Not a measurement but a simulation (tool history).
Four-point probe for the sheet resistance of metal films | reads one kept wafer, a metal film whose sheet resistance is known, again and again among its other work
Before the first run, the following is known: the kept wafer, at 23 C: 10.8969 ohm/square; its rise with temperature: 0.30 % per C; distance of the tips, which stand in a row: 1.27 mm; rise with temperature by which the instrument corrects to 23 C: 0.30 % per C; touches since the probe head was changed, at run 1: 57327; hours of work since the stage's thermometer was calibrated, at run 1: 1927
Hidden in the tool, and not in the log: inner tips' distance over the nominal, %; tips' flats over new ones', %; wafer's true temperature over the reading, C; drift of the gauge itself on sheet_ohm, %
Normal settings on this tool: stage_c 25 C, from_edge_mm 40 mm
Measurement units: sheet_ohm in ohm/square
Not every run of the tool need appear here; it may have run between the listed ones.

| run | hour | stage_c | from_edge_mm | touches since the probe head was changed | hours of work since the stage's thermometer was calibrated | sheet_ohm |
|---|---|---|---|---|---|---|
| 1 | 0 | 25 | 40 | 57327 | 1927 | 10.898214 |
| 2 | 89.5 | 34 | 40 | 59198 | 1967 | 10.895867 |
| 3 | 197.1 | 34 | 40 | 61446 | 2017 | 10.896481 |
| 4 | 250.5 | 31 | 40 | 62563 | 2041 | 10.894126 |
| 5 | 342.2 | 25 | 40 | 64480 | 2083 | 10.892363 |
| 6 | 403.1 | 25 | 40 | 65753 | 2111 | 10.892658 |
| 7 | 459.6 | 25 | 40 | 66934 | 2136 | 10.891412 |
| 8 | 531.4 | 25 | 40 | 68434 | 2169 | 10.891263 |
| 9 | 602.2 | 25 | 40 | 69912 | 2201 | 10.892234 |
| 10 | 669.1 | 25 | 3 | 71310 | 2232 | 11.836606 |
| 11 | 746.6 | 26 | 3 | 72931 | 2267 | 11.837522 |
|  | 810.8 | stage's thermometer calibrated |
| 12 | 821 | 25 | 5 | 74476 | 5 | 11.226573 |

Predict the results of run 13:
| 13 | 865.9 | 22 | 5 | 75414 | 25 | ? |

Run 13 yielded sheet_ohm 11.223374 ohm/square.
Were there no unlogged condition in the tool, this run, its random variation unchanged, would have produced sheet_ohm 11.260773 ohm/square.
